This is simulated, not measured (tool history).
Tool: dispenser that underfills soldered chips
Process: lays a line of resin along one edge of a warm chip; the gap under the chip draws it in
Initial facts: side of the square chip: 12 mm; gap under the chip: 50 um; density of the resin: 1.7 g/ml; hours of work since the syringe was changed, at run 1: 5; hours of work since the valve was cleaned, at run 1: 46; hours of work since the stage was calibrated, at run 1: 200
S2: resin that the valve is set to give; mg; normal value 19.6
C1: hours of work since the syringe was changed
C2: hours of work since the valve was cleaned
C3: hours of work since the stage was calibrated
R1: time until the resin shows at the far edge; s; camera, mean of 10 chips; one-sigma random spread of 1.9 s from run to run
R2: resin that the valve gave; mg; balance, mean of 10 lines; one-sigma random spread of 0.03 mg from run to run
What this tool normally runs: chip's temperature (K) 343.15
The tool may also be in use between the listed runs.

run 1 day=0.000 | chip's_temperature_(K)=343.15 S2=19.6 | C1=5 C2=46 C3=200 | R1=263.1 R2=19.23
-- day=0.058 new syringe of resin
run 2 day=0.246 | chip's_temperature_(K)=330.15 S2=19.6 | C1=3 C2=50 C3=203 | R1=370.1 R2=19.29
-- day=0.446 new syringe of resin
-- day=0.829 new syringe of resin
run 3 day=0.829 | chip's_temperature_(K)=330.15 S2=19.6 | C1=0 C2=59 C3=212 | R1=310.5 R2=19.13
run 4 day=1.083 | chip's_temperature_(K)=328.15 S2=19.6 | C1=4 C2=63 C3=216 | R1=425.7 R2=19.21
-- day=1.188 new syringe of resin
-- day=1.321 dispensing valve cleaned and set on the balance
run 5 day=1.467 | chip's_temperature_(K)=328.15 S2=19.6 | C1=4 C2=2 C3=221 | R1=417.7 R2=19.61
-- day=1.604 new syringe of resin
run 6 day=1.754 | chip's_temperature_(K)=346.15 S2=19.6 | C1=2 C2=7 C3=226 | R1=186.2 R2=19.58
-- day=1.971 new syringe of resin
run 7 day=2.258 | chip's_temperature_(K)=346.15 S2=19.6 | C1=5 C2=14 C3=233 | R1=215.7 R2=19.44
-- day=2.346 new syringe of resin
-- day=2.708 new syringe of resin
run 8 day=2.762 | chip's_temperature_(K)=343.15 S2=19.6 | C1=1 C2=22 C3=241 | R1=194.4 R2=19.39
-- day=3.079 new syringe of resin
run 9 day=3.112 | chip's_temperature_(K)=343.15 S2=19.6 | C1=1 C2=27 C3=246 | R1=185.9 R2=19.34
-- day=3.479 new syringe of resin
run 10 day=3.629 | chip's_temperature_(K)=344.15 S2=19.0 | C1=2 C2=35 C3=254 | R1=201.5 R2=18.70
-- day=3.850 new syringe of resin
run 11 day=3.892 | chip's_temperature_(K)=349.15 S2=18.1 | C1=1 C2=39 C3=258 | R1=154.3 R2=17.75
-- day=4.238 new syringe of resin
run 12 day=4.396 | chip's_temperature_(K)=349.15 S2=18.1 | C1=2 C2=47 C3=266 | R1=174.4 R2=17.67
-- day=4.608 new syringe of resin
run 13 day=4.696 | chip's_temperature_(K)=349.15 S2=18.1 | C1=1 C2=51 C3=270 | R1=158.8 R2=17.69
-- day=4.967 new syringe of resin
run 14 day=5.133 | chip's_temperature_(K)=338.15 S2=19.1 | C1=3 C2=58 C3=277 | R1=250.2 R2=18.60
-- day=5.342 new syringe of resin
run 15 day=5.383 | chip's_temperature_(K)=345.15 S2=24.4 | C1=1 C2=62 C3=281 | R1=168.4 R2=23.66
-- day=5.646 dispensing valve cleaned and set on the balance
-- day=5.746 new syringe of resin
run 16 day=5.921 | chip's_temperature_(K)=343.15 S2=24.3 | C1=3 C2=4 C3=289 | R1=211.5 R2=24.17

How the hidden state differs across the entries between the runs, from the last listed run before each to the first after it:
After run 1, before run 2: new syringe of resin (day 0.058)
  resin's viscosity, % of fresh resin's: 143.5 -> 123.5; dose that the valve gives, % of what is set: 98.38 -> 98.22; true chip temperature over the reading, C: 1.47 -> 1.49
  measured result minus the result with no hidden state, R1: +69.9 -> +52.5 s; R2: -0.32 -> -0.35 mg
After run 2, before run 3: new syringe of resin (day 0.446); new syringe of resin (day 0.829)
  resin's viscosity, % of fresh resin's: 123.5 -> 101.7; dose that the valve gives, % of what is set: 98.22 -> 97.8; true chip temperature over the reading, C: 1.49 -> 1.56
  measured result minus the result with no hidden state, R1: +52.5 -> -13.5 s; R2: -0.35 -> -0.43 mg
After run 4, before run 5: new syringe of resin (day 1.188); dispensing valve cleaned and set on the balance (day 1.321)
  resin's viscosity, % of fresh resin's: 133.1 -> 130; dose that the valve gives, % of what is set: 97.61 -> 99.97; true chip temperature over the reading, C: 1.58 -> 1.62
  measured result minus the result with no hidden state, R1: +85.6 -> +74.5 s; R2: -0.47 -> +0.00 mg
After run 5, before run 6: new syringe of resin (day 1.604)
  resin's viscosity, % of fresh resin's: 130 -> 115.7; dose that the valve gives, % of what is set: 99.97 -> 99.75; true chip temperature over the reading, C: 1.62 -> 1.65
  measured result minus the result with no hidden state, R1: +74.5 -> +15.4 s; R2: +0.00 -> -0.04 mg
After run 6, before run 7: new syringe of resin (day 1.971)
  resin's viscosity, % of fresh resin's: 115.7 -> 134.3; dose that the valve gives, % of what is set: 99.75 -> 99.37; true chip temperature over the reading, C: 1.65 -> 1.7
  measured result minus the result with no hidden state, R1: +15.4 -> +45.0 s; R2: -0.04 -> -0.12 mg
After run 7, before run 8: new syringe of resin (day 2.346); new syringe of resin (day 2.708)
  resin's viscosity, % of fresh resin's: 134.3 -> 107.1; dose that the valve gives, % of what is set: 99.37 -> 98.98; true chip temperature over the reading, C: 1.7 -> 1.76
  measured result minus the result with no hidden state, R1: +45.0 -> +0.9 s; R2: -0.12 -> -0.20 mg
After run 8, before run 9: new syringe of resin (day 3.079)
  resin's viscosity, % of fresh resin's: 107.1 -> 103.9; dose that the valve gives, % of what is set: 98.98 -> 98.72; true chip temperature over the reading, C: 1.76 -> 1.79
  measured result minus the result with no hidden state, R1: +0.9 -> -5.0 s; R2: -0.20 -> -0.25 mg
After run 9, before run 10: new syringe of resin (day 3.479)
  resin's viscosity, % of fresh resin's: 103.9 -> 115.8; dose that the valve gives, % of what is set: 98.72 -> 98.35; true chip temperature over the reading, C: 1.79 -> 1.85
  measured result minus the result with no hidden state, R1: -5.0 -> +15.6 s; R2: -0.25 -> -0.31 mg
After run 10, before run 11: new syringe of resin (day 3.850)
  resin's viscosity, % of fresh resin's: 115.8 -> 106.2; dose that the valve gives, % of what is set: 98.35 -> 98.18; true chip temperature over the reading, C: 1.85 -> 1.87
  measured result minus the result with no hidden state, R1: +15.6 -> -0.6 s; R2: -0.31 -> -0.33 mg
After run 11, before run 12: new syringe of resin (day 4.238)
  resin's viscosity, % of fresh resin's: 106.2 -> 119; dose that the valve gives, % of what is set: 98.18 -> 97.82; true chip temperature over the reading, C: 1.87 -> 1.93
  measured result minus the result with no hidden state, R1: -0.6 -> +17.9 s; R2: -0.33 -> -0.40 mg
After run 12, before run 13: new syringe of resin (day 4.608)
  resin's viscosity, % of fresh resin's: 119 -> 108.6; dose that the valve gives, % of what is set: 97.82 -> 97.61; true chip temperature over the reading, C: 1.93 -> 1.96
  measured result minus the result with no hidden state, R1: +17.9 -> +2.6 s; R2: -0.40 -> -0.43 mg
After run 13, before run 14: new syringe of resin (day 4.967)
  resin's viscosity, % of fresh resin's: 108.6 -> 116.8; dose that the valve gives, % of what is set: 97.61 -> 97.3; true chip temperature over the reading, C: 1.96 -> 2
  measured result minus the result with no hidden state, R1: +2.6 -> +19.8 s; R2: -0.43 -> -0.52 mg
After run 14, before run 15: new syringe of resin (day 5.342)
  resin's viscosity, % of fresh resin's: 116.8 -> 103.6; dose that the valve gives, % of what is set: 97.3 -> 97.13; true chip temperature over the reading, C: 2 -> 2.03
  measured result minus the result with no hidden state, R1: +19.8 -> -6.6 s; R2: -0.52 -> -0.70 mg
After run 15, before run 16: dispensing valve cleaned and set on the balance (day 5.646); new syringe of resin (day 5.746)
  resin's viscosity, % of fresh resin's: 103.6 -> 119.3; dose that the valve gives, % of what is set: 97.13 -> 99.68; true chip temperature over the reading, C: 2.03 -> 2.08
  measured result minus the result with no hidden state, R1: -6.6 -> +20.0 s; R2: -0.70 -> -0.08 mg
